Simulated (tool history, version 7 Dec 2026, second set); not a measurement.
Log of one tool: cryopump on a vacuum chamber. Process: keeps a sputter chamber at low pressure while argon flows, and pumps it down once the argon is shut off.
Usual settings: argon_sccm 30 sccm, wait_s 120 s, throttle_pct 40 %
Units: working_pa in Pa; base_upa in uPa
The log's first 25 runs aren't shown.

Run 26, hour 570.2: usual settings but argon_sccm 14 sccm. Result: working_pa 0.0340 Pa, base_upa 0.68 uPa.
Run 27, hour 594.4: usual settings but argon_sccm 27 sccm, wait_s 52 s. Result: working_pa 0.0671 Pa, base_upa 1.10 uPa.
Run 28, hour 620.4: usual settings but argon_sccm 27 sccm, wait_s 52 s. Result: working_pa 0.0658 Pa, base_upa 1.11 uPa.
Run 29, hour 642.6: usual settings but argon_sccm 19 sccm, wait_s 263 s, throttle_pct 27 %. Result: working_pa 0.0694 Pa, base_upa 0.51 uPa.
Run 30, hour 660.8: usual settings but argon_sccm 19 sccm, wait_s 263 s, throttle_pct 43 %. Result: working_pa 0.0432 Pa, base_upa 0.50 uPa.
Run 31, hour 680.4: usual settings but argon_sccm 19 sccm, wait_s 263 s, throttle_pct 43 %. Result: working_pa 0.0443 Pa, base_upa 0.53 uPa.
Run 32, hour 702.3: usual settings but argon_sccm 19 sccm, wait_s 263 s, throttle_pct 19 %. Result: working_pa 0.0983 Pa, base_upa 0.53 uPa.
Run 33, hour 723.2: usual settings but argon_sccm 19 sccm, wait_s 263 s, throttle_pct 19 %. Result: working_pa 0.0981 Pa, base_upa 0.53 uPa.
Run 34, hour 743.2: usual settings but argon_sccm 55 sccm. Result: working_pa 0.1365 Pa, base_upa 0.72 uPa.

4 ways to go on from here, each from the tool as it stands after run 34. What would each give?
Run A, hour 759.7: usual settings but argon_sccm 55 sccm, wait_s 44 s. Result: working_pa ?, base_upa ?.
Run B, hour 759.7: usual settings but throttle_pct 22 %. Result: working_pa ?, base_upa ?.
Run C, hour 759.7: usual settings but argon_sccm 43 sccm, wait_s 93 s, throttle_pct 16 %. Result: working_pa ?, base_upa ?.
Run D, hour 759.7: usual settings but argon_sccm 55 sccm, wait_s 100 s, throttle_pct 51 %. Result: working_pa ?, base_upa ?.

run  working_pa  base_upa
  A      0.1362      1.33
  B      0.1339      0.72
  C      0.2624      0.85
  D      0.1068      0.83
Without the tool's hidden state the same runs would have given:
run  working_pa  base_upa
  A      0.1339      1.09
  B      0.1326      0.48
  C      0.2606      0.62
  D      0.1044      0.59

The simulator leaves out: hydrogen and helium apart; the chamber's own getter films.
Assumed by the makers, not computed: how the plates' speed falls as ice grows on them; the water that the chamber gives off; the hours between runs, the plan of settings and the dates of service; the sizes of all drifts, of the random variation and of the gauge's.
